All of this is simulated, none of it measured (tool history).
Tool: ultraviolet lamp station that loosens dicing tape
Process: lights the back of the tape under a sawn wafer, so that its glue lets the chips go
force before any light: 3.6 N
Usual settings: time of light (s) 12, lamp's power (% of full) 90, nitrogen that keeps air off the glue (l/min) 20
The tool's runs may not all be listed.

| run | hour | time of light (s) | lamp's power (% of full) | nitrogen that keeps air off the glue (l/min) | force that peels the tape off (N) | light that reached the tape (mJ/cm2) |
|---|---|---|---|---|---|---|
| 1 | 0 | 12 | 90 | 20 | 0.202 | 406 |
| 2 | 15.3 | 12 | 90 | 20 | 0.206 | 411 |
| 3 | 25.3 | 12 | 90 | 20 | 0.219 | 407 |
| 4 | 37.8 | 12 | 90 | 20 | 0.207 | 410 |
| 5 | 51.6 | 12 | 90 | 20 | 0.216 | 408 |
| 6 | 60.7 | 12 | 71 | 20 | 0.323 | 325 |
| 7 | 71.3 | 12 | 90 | 20 | 0.212 | 407 |
| 8 | 88.1 | 12 | 90 | 20 | 0.209 | 407 |
| 9 | 99.3 | 12 | 90 | 20 | 0.21 | 402 |
| 10 | 112 | 12 | 90 | 20 | 0.206 | 404 |
| 11 | 124.5 | 12 | 75 | 11 | 0.425 | 333 |
| 12 | 135.2 | 12 | 75 | 11 | 0.451 | 335 |

The next listed run, before its measurement:
| 13 | 147.2 | 14 | 62 | 20 | ? | ? |

Run 13 gave force that peels the tape off (N) 0.326, light that reached the tape (mJ/cm2) 324.
Without the tool's hidden state the same run would have given force that peels the tape off (N) 0.235, light that reached the tape (mJ/cm2) 383.

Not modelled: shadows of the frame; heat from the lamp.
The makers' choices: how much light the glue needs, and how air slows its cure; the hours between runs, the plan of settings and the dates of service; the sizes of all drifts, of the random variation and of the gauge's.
